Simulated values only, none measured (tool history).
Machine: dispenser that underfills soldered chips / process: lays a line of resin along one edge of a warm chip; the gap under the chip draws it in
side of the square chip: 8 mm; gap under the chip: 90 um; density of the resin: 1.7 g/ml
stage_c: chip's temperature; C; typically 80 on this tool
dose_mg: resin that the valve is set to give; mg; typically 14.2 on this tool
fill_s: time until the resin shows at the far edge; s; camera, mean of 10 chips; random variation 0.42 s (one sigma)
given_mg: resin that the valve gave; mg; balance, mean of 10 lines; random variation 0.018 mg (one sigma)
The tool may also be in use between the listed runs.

{"run": 1, "hour": 0.0, "stage_c": 80, "dose_mg": 14.2, "fill_s": 30.7, "given_mg": 14.09}
{"run": 2, "hour": 4.1, "stage_c": 93, "dose_mg": 14.2, "fill_s": 19.3, "given_mg": 14.05}
{"hour": 7.6, "done": "new syringe of resin"}
{"run": 3, "hour": 10.5, "stage_c": 80, "dose_mg": 14.2, "fill_s": 34.1, "given_mg": 14.05}
{"hour": 16.3, "done": "new syringe of resin"}
{"run": 4, "hour": 17.6, "stage_c": 80, "dose_mg": 13.9, "fill_s": 30.1, "given_mg": 13.7}
{"hour": 24.6, "done": "new syringe of resin"}
{"run": 5, "hour": 25.3, "stage_c": 80, "dose_mg": 13.9, "fill_s": 31.4, "given_mg": 13.68}
{"hour": 32.7, "done": "new syringe of resin"}
{"run": 6, "hour": 32.7, "stage_c": 80, "dose_mg": 13.9, "fill_s": 28.3, "given_mg": 13.67}
{"run": 7, "hour": 38.8, "stage_c": 80, "dose_mg": 13.9, "fill_s": 38.6, "given_mg": 13.65}
{"hour": 41.0, "done": "new syringe of resin"}
{"run": 8, "hour": 46.2, "stage_c": 80, "dose_mg": 13.9, "fill_s": 37.7, "given_mg": 13.63}
{"hour": 49.6, "done": "new syringe of resin"}
{"run": 9, "hour": 54.8, "stage_c": 80, "dose_mg": 13.9, "fill_s": 37.7, "given_mg": 13.6}
{"hour": 57.7, "done": "new syringe of resin"}
{"run": 10, "hour": 60.7, "stage_c": 80, "dose_mg": 15.9, "fill_s": 33.4, "given_mg": 15.48}
{"hour": 63.7, "done": "dispensing valve cleaned and set on the balance"}
{"hour": 67.1, "done": "new syringe of resin"}
{"run": 11, "hour": 70.7, "stage_c": 80, "dose_mg": 15.9, "fill_s": 34.3, "given_mg": 15.8}
{"hour": 75.3, "done": "new syringe of resin"}
{"run": 12, "hour": 75.5, "stage_c": 80, "dose_mg": 15.9, "fill_s": 29.1, "given_mg": 15.78}
{"run": 13, "hour": 82.0, "stage_c": 80, "dose_mg": 15.9, "fill_s": 38.4, "given_mg": 15.79}
{"hour": 83.9, "done": "new syringe of resin"}
{"run": 14, "hour": 86.9, "stage_c": 93, "dose_mg": 14.2, "fill_s": 18.6, "given_mg": 14.08}
{"hour": 91.9, "done": "new syringe of resin"}
{"run": 15, "hour": 92.5, "stage_c": 80, "dose_mg": 14.2, "fill_s": 30.5, "given_mg": 14.05}
{"hour": 100.0, "done": "new syringe of resin"}
{"run": 16, "hour": 101.9, "stage_c": 80, "dose_mg": 15.8, "fill_s": 31.7, "given_mg": 15.6}
{"hour": 108.2, "done": "new syringe of resin"}
{"run": 17, "hour": 111.3, "stage_c": 81, "dose_mg": 15.5, "fill_s": 32.4, "given_mg": 15.23}
{"hour": 116.9, "done": "new syringe of resin"}
{"run": 18, "hour": 119.0, "stage_c": 92, "dose_mg": 13.6, "fill_s": 18.2, "given_mg": 13.37}
{"hour": 125.5, "done": "new syringe of resin"}
{"run": 19, "hour": 127.0, "stage_c": 92, "dose_mg": 13.6, "fill_s": 18.0, "given_mg": 13.37}
{"hour": 133.7, "done": "new syringe of resin"}
{"run": 20, "hour": 136.1, "stage_c": 92, "dose_mg": 14.5, "fill_s": 18.8, "given_mg": 14.17}
{"hour": 142.0, "done": "new syringe of resin"}
{"run": 21, "hour": 145.0, "stage_c": 75, "dose_mg": 17.6, "fill_s": 42.6, "given_mg": 17.16}
{"hour": 150.5, "done": "new syringe of resin"}
{"run": 22, "hour": 150.5, "stage_c": 92, "dose_mg": 14.2, "fill_s": 16.7, "given_mg": 13.85}
{"run": 23, "hour": 156.0, "stage_c": 92, "dose_mg": 14.2, "fill_s": 21.4, "given_mg": 13.81}
{"hour": 158.6, "done": "new syringe of resin"}
{"run": 24, "hour": 160.2, "stage_c": 78, "dose_mg": 13.7, "fill_s": 35.4, "given_mg": 13.29}
{"run": 25, "hour": 164.8, "stage_c": 81, "dose_mg": 15.4, "fill_s": 37.4, "given_mg": 14.98}
{"hour": 167.0, "done": "new syringe of resin"}
{"run": 26, "hour": 172.2, "stage_c": 88, "dose_mg": 14.1, "fill_s": 25.1, "given_mg": 13.71}
{"hour": 175.6, "done": "dispensing valve cleaned and set on the balance"}
{"hour": 176.5, "done": "new syringe of resin"}
{"run": 27, "hour": 177.8, "stage_c": 94, "dose_mg": 14.2, "fill_s": 16.6, "given_mg": 14.23}
{"run": 28, "hour": 183.6, "stage_c": 80, "dose_mg": 17.8, "fill_s": 40.6, "given_mg": 17.84}
{"hour": 184.7, "done": "new syringe of resin"}
{"run": 29, "hour": 188.9, "stage_c": 73, "dose_mg": 14.9, "fill_s": 51.0, "given_mg": 14.9}

Hidden state or all else? Some run-to-run changes of fill_s, split into what the settings, what came in and random variation would give without the hidden state, and what is left for the hidden state (with any gauge scatter that isn't in both results):
Hidden state present: resin's viscosity, % of fresh resin's; dose that the valve gives, % of what is set; true chip temperature over the reading, C; drift of the gauge itself on fill_s, %; drift of the gauge itself on given_mg, %.
Run 12 -> 13: nothing adjusted, nothing logged. fill_s +9.3 s: hidden state +9.9, all else -0.6.
Run 21 -> 22: stage_c 75 -> 92, dose_mg 17.6 -> 14.2, new syringe of resin. fill_s -25.9 s: hidden state -5.4, all else -20.5.
Run 27 -> 28: stage_c 94 -> 80, dose_mg 14.2 -> 17.8. fill_s +24.0 s: hidden state +10.9, all else +13.1.
